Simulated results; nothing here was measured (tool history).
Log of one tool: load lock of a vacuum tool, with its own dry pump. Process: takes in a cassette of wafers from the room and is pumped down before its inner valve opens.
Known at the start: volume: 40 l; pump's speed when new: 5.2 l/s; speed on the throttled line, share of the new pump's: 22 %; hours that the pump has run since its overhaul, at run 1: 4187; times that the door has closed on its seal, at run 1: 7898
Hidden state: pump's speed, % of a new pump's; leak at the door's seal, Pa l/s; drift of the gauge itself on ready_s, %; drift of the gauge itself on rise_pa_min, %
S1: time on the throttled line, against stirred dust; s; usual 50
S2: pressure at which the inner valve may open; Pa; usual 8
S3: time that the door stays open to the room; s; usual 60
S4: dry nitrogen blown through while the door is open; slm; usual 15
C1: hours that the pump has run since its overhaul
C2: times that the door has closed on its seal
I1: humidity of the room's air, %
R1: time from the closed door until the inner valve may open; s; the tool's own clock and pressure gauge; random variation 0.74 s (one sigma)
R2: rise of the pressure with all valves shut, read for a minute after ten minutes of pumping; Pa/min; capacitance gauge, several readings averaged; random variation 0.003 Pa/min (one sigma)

run	hour	S1	S2	S3	S4	C1	C2	I1	R1	R2
1	0.0	50	8	60	15	4187	7898	44.6	115.3	0.088
2	66.3	42	8	60	15	4253	8037	45.8	108.7	0.087
3	174.2	42	8	165	15	4361	8265	44.7	108.8	0.102
4	290.5	42	8	165	15	4477	8511	45.0	108.4	0.104
5	380.9	50	8	60	16	4567	8701	43.4	115.2	0.087
6	464.2	50	11	60	15	4651	8877	44.0	113.1	0.096
7	600.8	50	11	60	15	4787	9166	41.9	112.9	0.093
8	732.8	50	11	60	15	4919	9444	44.3	112.0	0.094
9	817.4	50	11	60	15	5004	9623	48.1	113.3	0.099
10	916.9	50	11	60	15	5103	9833	43.7	112.6	0.099
11	1010.5	50	13	60	15	5197	10030	44.4	110.8	0.104
12	1075.3	50	8	60	15	5262	10167	42.7	115.3	0.100
13	1171.0	50	8	60	15	5358	10369	46.9	115.3	0.108
14	1236.8	50	8	60	15	5423	10508	44.6	115.1	0.107
15	1318.7	50	8	60	36	5505	10681	46.2	116.9	0.089
16	1460.4	50	8	60	5	5647	10980	48.7	116.9	0.138
17	1532.7	100	15	72	7	5719	11132	42.8	146.9	0.127
18	1679.6	26	15	72	7	5866	11443	44.0	92.5	0.126
19	1794.2	81	15	229	7	5981	11684	39.0	135.2	0.143
20	1906.7	81	6	229	7	6093	11922	47.1	142.6	0.160
21	2006.2	81	6	229	7	6193	12132	46.0	143.1	0.163
22	2115.4	81	6	229	7	6302	12362	41.6	144.5	0.157
23	2196.0	32	13	30	10	6383	12532	46.2	98.9	0.125
24	2313.0	67	8	60	15	6500	12779	45.5	128.2	0.123
25	2440.2	67	8	60	15	6627	13048	44.9	129.9	0.137
26	2539.3	61	7	60	15	6726	13257	48.0	125.6	0.135
27	2611.3	61	7	60	15	6798	13409	45.0	126.9	0.130

3 ways to go on from here, each from the tool as it stands after run 27. What would each give?
A	2727.4	61	7	60	16	6914	13654	43.1	?	?
B	2727.4	50	8	60	29	6914	13654	45.2	?	?
C	2727.4	50	12	60	15	6914	13654	43.6	?	?

run	R1	R2
A	127.0	0.129
B	117.6	0.124
C	113.4	0.133
Without the tool's hidden state the same runs would have given:
run	R1	R2
A	121.7	0.036
B	112.3	0.030
C	108.4	0.039
